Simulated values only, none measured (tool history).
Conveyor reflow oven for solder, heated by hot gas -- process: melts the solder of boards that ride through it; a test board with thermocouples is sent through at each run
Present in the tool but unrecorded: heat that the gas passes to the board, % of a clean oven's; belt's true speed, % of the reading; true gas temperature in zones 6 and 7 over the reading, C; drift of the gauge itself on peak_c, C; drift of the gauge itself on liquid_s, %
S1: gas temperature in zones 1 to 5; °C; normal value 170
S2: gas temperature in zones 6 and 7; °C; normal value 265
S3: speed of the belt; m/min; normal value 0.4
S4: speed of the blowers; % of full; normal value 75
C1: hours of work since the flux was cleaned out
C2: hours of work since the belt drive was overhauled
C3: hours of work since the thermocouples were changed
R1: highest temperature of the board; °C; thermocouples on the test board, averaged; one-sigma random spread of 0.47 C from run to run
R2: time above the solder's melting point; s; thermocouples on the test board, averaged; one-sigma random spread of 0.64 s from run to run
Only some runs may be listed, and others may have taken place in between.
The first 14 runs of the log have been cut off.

| run | day | S1 | S2 | S3 | S4 | C1 | C2 | C3 | R1 | R2 |
|---|---|---|---|---|---|---|---|---|---|---|
| 15 | 28.183 | 170 | 265 | 0.4 | 69 | 129 | 1566 | 742 | 252.3 | 68.6 |
| 16 | 30.167 | 170 | 265 | 0.331 | 69 | 163 | 1600 | 776 | 256.7 | 91.4 |
|  | 30.6 | belt drive overhauled, speed set with a stopwatch |
|  | 32.821 | flux residue cleaned out of gas plates and filters |
| 17 | 33.417 | 170 | 265 | 0.331 | 69 | 10 | 46 | 826 | 258.7 | 91.9 |
| 18 | 35.929 | 168 | 265 | 0.351 | 64 | 54 | 89 | 870 | 255.8 | 83.1 |
|  | 36.262 | belt drive overhauled, speed set with a stopwatch, once more |
| 19 | 37.721 | 162 | 265 | 0.451 | 74 | 83 | 25 | 899 | 247.2 | 50.2 |
| 20 | 40.433 | 162 | 265 | 0.451 | 74 | 130 | 73 | 946 | 247.2 | 50.6 |
| 21 | 42.646 | 179 | 276 | 0.351 | 50 | 169 | 111 | 985 | 263.8 | 88.1 |
|  | 44.879 | flux residue cleaned out of gas plates and filters |
| 22 | 44.996 | 179 | 276 | 0.351 | 50 | 2 | 149 | 1022 | 264.2 | 88.5 |
| 23 | 46.283 | 179 | 254 | 0.351 | 66 | 25 | 171 | 1045 | 247.3 | 76.1 |
| 24 | 47.658 | 167 | 254 | 0.351 | 66 | 49 | 195 | 1069 | 246.2 | 69.9 |
| 25 | 49.65 | 185 | 262 | 0.444 | 81 | 83 | 230 | 1103 | 251.3 | 65 |
| 26 | 51.133 | 170 | 258 | 0.4 | 58 | 109 | 256 | 1129 | 244 | 60.1 |
| 27 | 53.312 | 184 | 258 | 0.4 | 86 | 147 | 294 | 1167 | 251.3 | 72.3 |
| 28 | 54.933 | 157 | 265 | 0.4 | 75 | 176 | 322 | 1195 | 251.4 | 60.6 |
|  | 56.721 | flux residue cleaned out of gas plates and filters |
| 29 | 57.438 | 157 | 265 | 0.356 | 74 | 13 | 362 | 1236 | 255.9 | 75 |
| 30 | 58.762 | 157 | 267 | 0.422 | 74 | 36 | 386 | 1259 | 251.8 | 58.2 |
|  | 61.096 | thermocouples of zones 6 and 7 changed |
| 31 | 61.408 | 157 | 273 | 0.466 | 74 | 80 | 430 | 5 | 251.1 | 50.3 |

Each row is a separate what-if for the run after 31, all from the same tool condition, not one after another. Results?
| A | 63.8 | 161 | 255 | 0.4 | 59 | 122 | 472 | 47 | ? | ? |
| B | 63.8 | 176 | 273 | 0.466 | 54 | 122 | 472 | 47 | ? | ? |
| C | 63.8 | 169 | 272 | 0.466 | 85 | 122 | 472 | 47 | ? | ? |

| run | R1 | R2 |
|---|---|---|
| A | 238.8 | 47.9 |
| B | 249.2 | 55.3 |
| C | 253.6 | 58.2 |
Take away the tool's hidden state, keep each run's random variation, and the runs would have read:
| run | R1 | R2 |
|---|---|---|
| A | 238.5 | 47.1 |
| B | 248.9 | 54.4 |
| C | 253.5 | 57.5 |

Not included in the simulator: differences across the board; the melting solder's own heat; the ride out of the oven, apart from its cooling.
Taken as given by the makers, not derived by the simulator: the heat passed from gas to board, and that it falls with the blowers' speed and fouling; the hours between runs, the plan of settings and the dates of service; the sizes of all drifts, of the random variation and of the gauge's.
